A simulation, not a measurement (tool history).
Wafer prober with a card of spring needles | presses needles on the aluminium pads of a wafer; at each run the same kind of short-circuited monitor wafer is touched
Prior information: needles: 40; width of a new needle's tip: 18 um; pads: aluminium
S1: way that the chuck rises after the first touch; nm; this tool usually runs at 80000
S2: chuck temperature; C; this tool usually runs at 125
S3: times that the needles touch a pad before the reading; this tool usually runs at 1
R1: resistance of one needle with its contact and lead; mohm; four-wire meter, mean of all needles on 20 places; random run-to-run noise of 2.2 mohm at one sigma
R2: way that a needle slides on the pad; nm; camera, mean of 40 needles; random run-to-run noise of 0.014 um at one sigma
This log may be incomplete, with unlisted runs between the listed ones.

Run 1, day 0.000: usual settings. Result: R1 250 mohm, R2 12380 nm.
At day 0.162: tips cleaned on abrasive film.
At day 0.954: tips cleaned on abrasive film.
At day 1.746: tips cleaned on abrasive film.
At day 2.538: tips cleaned on abrasive film.
Run 2, day 2.850: usual settings. Result: R1 253 mohm, R2 12370 nm.
At day 3.325: tips cleaned on abrasive film.
At day 3.812: height of the first contact set anew.
At day 4.129: tips cleaned on abrasive film.
At day 4.762: tips cleaned on abrasive film.
Run 3, day 5.162: usual settings. Result: R1 250 mohm, R2 12370 nm.
At day 5.483: tips cleaned on abrasive film.
At day 6.275: tips cleaned on abrasive film.
At day 6.908: tips cleaned on abrasive film.
Run 4, day 7.233: usual settings. Result: R1 254 mohm, R2 12360 nm.
At day 7.554: tips cleaned on abrasive film.
At day 8.188: tips cleaned on abrasive film.
At day 8.821: tips cleaned on abrasive film.
At day 9.612: tips cleaned on abrasive film.
At day 10.250: tips cleaned on abrasive film.
Run 5, day 10.450: usual settings. Result: R1 248 mohm, R2 12350 nm.
At day 10.925: tips cleaned on abrasive film.
At day 11.558: tips cleaned on abrasive film.
At day 12.350: tips cleaned on abrasive film.
At day 12.988: tips cleaned on abrasive film.
At day 13.621: tips cleaned on abrasive film.
Run 6, day 13.929: usual settings. Result: R1 249 mohm, R2 12350 nm.
At day 14.400: tips cleaned on abrasive film.
At day 15.192: tips cleaned on abrasive film.
At day 15.983: tips cleaned on abrasive film.
At day 16.617: tips cleaned on abrasive film.
Run 7, day 16.858: usual settings. Result: R1 255 mohm, R2 12370 nm.
At day 17.333: tips cleaned on abrasive film.
At day 18.125: tips cleaned on abrasive film.
At day 18.454: height of the first contact set anew.
At day 18.925: tips cleaned on abrasive film.
At day 19.558: tips cleaned on abrasive film.
At day 20.325: tips cleaned on abrasive film.
Run 8, day 20.325: usual settings but S2 43 C. Result: R1 228 mohm, R2 12360 nm.
At day 21.117: tips cleaned on abrasive film.
At day 21.750: tips cleaned on abrasive film.
At day 22.542: tips cleaned on abrasive film.
At day 23.175: tips cleaned on abrasive film.
Run 9, day 23.500: usual settings but S2 121 C. Result: R1 249 mohm, R2 12340 nm.
At day 23.817: tips cleaned on abrasive film.
At day 24.450: tips cleaned on abrasive film.
At day 25.242: tips cleaned on abrasive film.
At day 26.033: tips cleaned on abrasive film.
At day 26.825: tips cleaned on abrasive film.
Run 10, day 27.196: usual settings. Result: R1 252 mohm, R2 12330 nm.
At day 27.512: tips cleaned on abrasive film.
At day 28.300: tips cleaned on abrasive film.
Run 11, day 28.767: usual settings. Result: R1 251 mohm, R2 12320 nm.
At day 29.083: tips cleaned on abrasive film.
At day 29.875: tips cleaned on abrasive film.
At day 30.512: tips cleaned on abrasive film.
At day 31.146: tips cleaned on abrasive film.
At day 31.933: tips cleaned on abrasive film.
Run 12, day 32.100: usual settings. Result: R1 251 mohm, R2 12340 nm.
At day 32.579: tips cleaned on abrasive film.
At day 33.062: height of the first contact set anew.
At day 33.383: tips cleaned on abrasive film.
At day 34.017: tips cleaned on abrasive film.
Run 13, day 34.138: usual settings. Result: R1 250 mohm, R2 12350 nm.
At day 34.771: tips cleaned on abrasive film.
At day 35.558: tips cleaned on abrasive film.
At day 36.192: tips cleaned on abrasive film.
At day 36.983: tips cleaned on abrasive film.
Run 14, day 37.317: usual settings but S1 98000 nm. Result: R1 247 mohm, R2 15130 nm.
At day 37.638: tips cleaned on abrasive film.
At day 38.421: tips cleaned on abrasive film.
At day 39.108: tips cleaned on abrasive film.
Run 15, day 39.108: usual settings but S1 87000 nm, S3 3. Result: R1 250 mohm, R2 13390 nm.
At day 39.746: tips cleaned on abrasive film.
At day 40.379: tips cleaned on abrasive film.
At day 41.012: tips cleaned on abrasive film.
At day 41.804: tips cleaned on abrasive film.
Run 16, day 42.362: usual settings but S1 63000 nm, S3 3. Result: R1 254 mohm, R2 9730 nm.
At day 42.525: tips cleaned on abrasive film.
At day 43.317: tips cleaned on abrasive film.
At day 44.108: tips cleaned on abrasive film.
Run 17, day 44.279: usual settings but S1 63000 nm, S3 3. Result: R1 255 mohm, R2 9730 nm.
At day 44.754: tips cleaned on abrasive film.
At day 45.388: tips cleaned on abrasive film.
Run 18, day 45.992: usual settings but S1 84000 nm, S2 88 C, S3 2. Result: R1 244 mohm, R2 12890 nm.
At day 46.150: tips cleaned on abrasive film.
At day 46.933: tips cleaned on abrasive film.
At day 47.575: height of the first contact set anew.
At day 47.733: tips cleaned on abrasive film.
Run 19, day 47.904: usual settings but S1 84000 nm, S2 88 C, S3 2. Result: R1 241 mohm, R2 12950 nm.
At day 48.379: tips cleaned on abrasive film.
At day 49.171: tips cleaned on abrasive film.
At day 49.804: tips cleaned on abrasive film.
At day 50.442: tips cleaned on abrasive film.
Run 20, day 50.729: usual settings but S1 84000 nm, S2 88 C, S3 2. Result: R1 239 mohm, R2 12940 nm.
At day 51.204: tips cleaned on abrasive film.
At day 51.996: tips cleaned on abrasive film.
At day 52.788: tips cleaned on abrasive film.
Run 21, day 52.862: usual settings but S2 41 C, S3 2. Result: R1 229 mohm, R2 12310 nm.
At day 53.496: tips cleaned on abrasive film.
At day 54.129: tips cleaned on abrasive film.
At day 54.925: tips cleaned on abrasive film.
At day 55.708: tips cleaned on abrasive film.
Run 22, day 56.083: usual settings but S1 79000 nm, S2 109 C, S3 2. Result: R1 247 mohm, R2 12170 nm.
At day 56.400: tips cleaned on abrasive film.
At day 57.038: tips cleaned on abrasive film.
At day 57.671: tips cleaned on abrasive film.
Run 23, day 57.683: usual settings but S1 79000 nm, S2 109 C, S3 2. Result: R1 245 mohm, R2 12150 nm.
At day 58.317: tips cleaned on abrasive film.
At day 59.108: tips cleaned on abrasive film.
Run 24, day 59.325: usual settings but S1 79000 nm, S2 52 C, S3 2. Result: R1 236 mohm, R2 12180 nm.
At day 59.800: tips cleaned on abrasive film.
At day 60.592: tips cleaned on abrasive film.
At day 61.225: tips cleaned on abrasive film.
Run 25, day 61.283: usual settings but S1 68000 nm, S2 37 C. Result: R1 231 mohm, R2 10460 nm.
At day 61.917: tips cleaned on abrasive film.
At day 62.088: height of the first contact set anew.
At day 62.721: tips cleaned on abrasive film.
At day 63.512: tips cleaned on abrasive film.
At day 64.146: tips cleaned on abrasive film.
Run 26, day 64.633: usual settings but S1 68000 nm, S2 37 C. Result: R1 229 mohm, R2 10480 nm.
At day 64.796: tips cleaned on abrasive film.
At day 65.588: tips cleaned on abrasive film.
At day 66.379: tips cleaned on abrasive film.
At day 67.171: tips cleaned on abrasive film.
At day 67.967: tips cleaned on abrasive film.
Run 27, day 68.350: usual settings but S1 68000 nm, S2 37 C, S3 3. Result: R1 230 mohm, R2 10460 nm.

Here are 3 independent what-if runs from the current tool condition. What would each one return?
At day 68.667: tips cleaned on abrasive film.
At day 69.458: tips cleaned on abrasive film.
At day 70.096: tips cleaned on abrasive film.
At day 70.875: tips cleaned on abrasive film.
Run A, day 71.129: usual settings but S1 69000 nm, S2 84 C, S3 2. Result: R1 ?, R2 ?.
At day 68.667: tips cleaned on abrasive film.
At day 69.458: tips cleaned on abrasive film.
At day 70.096: tips cleaned on abrasive film.
At day 70.875: tips cleaned on abrasive film.
Run B, day 71.129: usual settings but S1 75000 nm, S2 78 C. Result: R1 ?, R2 ?.
At day 68.667: tips cleaned on abrasive film.
At day 69.458: tips cleaned on abrasive film.
At day 70.096: tips cleaned on abrasive film.
At day 70.875: tips cleaned on abrasive film.
Run C, day 71.129: usual settings but S1 70000 nm, S2 84 C. Result: R1 ?, R2 ?.

run   R1     R2
  A  243  10600
  B  240  11530
  C  244  10800
Without the tool's unlogged condition, the same runs would have read:
run   R1     R2
  A  243  10660
  B  240  11600
  C  244  10860
